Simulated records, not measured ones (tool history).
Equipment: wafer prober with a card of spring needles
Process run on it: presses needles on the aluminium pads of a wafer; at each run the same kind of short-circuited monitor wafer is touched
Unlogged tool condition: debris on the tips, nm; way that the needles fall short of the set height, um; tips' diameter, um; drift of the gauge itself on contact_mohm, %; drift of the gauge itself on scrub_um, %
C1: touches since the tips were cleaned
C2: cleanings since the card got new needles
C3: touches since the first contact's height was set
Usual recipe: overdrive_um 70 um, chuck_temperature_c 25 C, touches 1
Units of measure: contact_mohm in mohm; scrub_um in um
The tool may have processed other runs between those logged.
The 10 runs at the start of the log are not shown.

-- hour=101.1 tips cleaned on abrasive film
-- hour=108 tips cleaned on abrasive film
run 11 hour=108.9 | overdrive_um=70 chuck_temperature_c=86 touches=1 | C1=277 C2=98 C3=220496 | contact_mohm=274 scrub_um=9.66
-- hour=114.7 tips cleaned on abrasive film
-- hour=121.9 tips cleaned on abrasive film
run 12 hour=124 | overdrive_um=70 chuck_temperature_c=25 touches=1 | C1=662 C2=100 C3=225143 | contact_mohm=278 scrub_um=9.44
-- hour=128.5 tips cleaned on abrasive film
-- hour=135 tips cleaned on abrasive film
run 13 hour=137.5 | overdrive_um=70 chuck_temperature_c=25 touches=1 | C1=781 C2=102 C3=229283 | contact_mohm=283 scrub_um=9.2
-- hour=141.9 tips cleaned on abrasive film
run 14 hour=144.9 | overdrive_um=70 chuck_temperature_c=71 touches=1 | C1=938 C2=103 C3=231543 | contact_mohm=307 scrub_um=9.42
-- hour=147.6 height of the first contact set anew
-- hour=149.1 tips cleaned on abrasive film
-- hour=155.6 tips cleaned on abrasive film
run 15 hour=155.8 | overdrive_um=70 chuck_temperature_c=25 touches=1 | C1=65 C2=105 C3=2510 | contact_mohm=247 scrub_um=9.06
-- hour=162.6 tips cleaned on abrasive film
-- hour=169.9 tips cleaned on abrasive film
run 16 hour=170.8 | overdrive_um=70 chuck_temperature_c=51 touches=1 | C1=297 C2=107 C3=7119 | contact_mohm=273 scrub_um=8.85
-- hour=176.7 tips cleaned on abrasive film
run 17 hour=180 | overdrive_um=70 chuck_temperature_c=51 touches=1 | C1=1019 C2=108 C3=9924 | contact_mohm=314 scrub_um=9.06
-- hour=183.6 tips cleaned on abrasive film
-- hour=191.1 tips cleaned on abrasive film
run 18 hour=193.1 | overdrive_um=60 chuck_temperature_c=71 touches=1 | C1=634 C2=110 C3=13959 | contact_mohm=311 scrub_um=7.33
-- hour=197.9 tips cleaned on abrasive film
run 19 hour=203.6 | overdrive_um=70 chuck_temperature_c=32 touches=1 | C1=1765 C2=111 C3=17178 | contact_mohm=330 scrub_um=8.95
-- hour=204.3 tips cleaned on abrasive film
-- hour=210.9 tips cleaned on abrasive film
run 20 hour=211.5 | overdrive_um=70 chuck_temperature_c=80 touches=2 | C1=214 C2=113 C3=19602 | contact_mohm=264 scrub_um=9.05
-- hour=217.7 tips cleaned on abrasive film
-- hour=223.2 height of the first contact set anew, once more
run 21 hour=223.3 | overdrive_um=70 chuck_temperature_c=80 touches=2 | C1=1648 C2=114 C3=15 | contact_mohm=279 scrub_um=10.84
-- hour=224.5 tips cleaned on abrasive film
run 22 hour=230.7 | overdrive_um=76 chuck_temperature_c=51 touches=2 | C1=1914 C2=115 C3=2294 | contact_mohm=276 scrub_um=11.92
-- hour=232 tips cleaned on abrasive film
-- hour=238.6 tips cleaned on abrasive film
run 23 hour=243.9 | overdrive_um=76 chuck_temperature_c=51 touches=2 | C1=1673 C2=117 C3=6356 | contact_mohm=272 scrub_um=11.95
-- hour=245.8 tips cleaned on abrasive film
run 24 hour=251.6 | overdrive_um=70 chuck_temperature_c=66 touches=3 | C1=1787 C2=118 C3=8704 | contact_mohm=270 scrub_um=10.92
-- hour=252.6 tips cleaned on abrasive film
-- hour=259.8 tips cleaned on abrasive film
run 25 hour=260.4 | overdrive_um=70 chuck_temperature_c=66 touches=3 | C1=186 C2=120 C3=11389 | contact_mohm=254 scrub_um=10.77
-- hour=266.2 tips cleaned on abrasive film
run 26 hour=270.6 | overdrive_um=70 chuck_temperature_c=66 touches=3 | C1=1367 C2=121 C3=14532 | contact_mohm=266 scrub_um=10.89
-- hour=273.1 tips cleaned on abrasive film
run 27 hour=278.4 | overdrive_um=70 chuck_temperature_c=25 touches=2 | C1=1648 C2=122 C3=16941 | contact_mohm=280 scrub_um=10.69
-- hour=279.8 tips cleaned on abrasive film
run 28 hour=285.4 | overdrive_um=67 chuck_temperature_c=102 touches=2 | C1=1764 C2=123 C3=19087 | contact_mohm=291 scrub_um=10.37
-- hour=286.3 tips cleaned on abrasive film
-- hour=292.9 tips cleaned on abrasive film
run 29 hour=298 | overdrive_um=70 chuck_temperature_c=109 touches=1 | C1=1589 C2=125 C3=22932 | contact_mohm=316 scrub_um=10.84
-- hour=299.4 tips cleaned on abrasive film
-- hour=306.3 tips cleaned on abrasive film
run 30 hour=311.1 | overdrive_um=55 chuck_temperature_c=73 touches=1 | C1=1506 C2=127 C3=26949 | contact_mohm=350 scrub_um=8.38

Forecast each of these 5 alternatives for the next run:
-- hour=313.1 tips cleaned on abrasive film
-- hour=320.4 tips cleaned on abrasive film
run A hour=324.9 | overdrive_um=70 chuck_temperature_c=111 touches=1 | C1=1384 C2=129 C3=31171 | contact_mohm=? scrub_um=?
-- hour=313.1 tips cleaned on abrasive film
-- hour=320.4 tips cleaned on abrasive film
run B hour=324.9 | overdrive_um=55 chuck_temperature_c=40 touches=1 | C1=1384 C2=129 C3=31171 | contact_mohm=? scrub_um=?
-- hour=313.1 tips cleaned on abrasive film
-- hour=320.4 tips cleaned on abrasive film
run C hour=324.9 | overdrive_um=55 chuck_temperature_c=73 touches=2 | C1=1384 C2=129 C3=31171 | contact_mohm=? scrub_um=?
-- hour=313.1 tips cleaned on abrasive film
-- hour=320.4 tips cleaned on abrasive film
run D hour=324.9 | overdrive_um=84 chuck_temperature_c=66 touches=2 | C1=1384 C2=129 C3=31171 | contact_mohm=? scrub_um=?
-- hour=313.1 tips cleaned on abrasive film
-- hour=320.4 tips cleaned on abrasive film
run E hour=324.9 | overdrive_um=61 chuck_temperature_c=31 touches=2 | C1=1384 C2=129 C3=31171 | contact_mohm=? scrub_um=?

run=A contact_mohm=314 scrub_um=10.82
run=B contact_mohm=343 scrub_um=8.48
run=C contact_mohm=308 scrub_um=8.3
run=D contact_mohm=268 scrub_um=12.78
run=E contact_mohm=294 scrub_um=9.33
What these runs would have given with no unlogged condition in the tool:
run=A contact_mohm=257 scrub_um=11.04
run=B contact_mohm=242 scrub_um=8.71
run=C contact_mohm=249 scrub_um=8.52
run=D contact_mohm=241 scrub_um=13
run=E contact_mohm=241 scrub_um=9.56
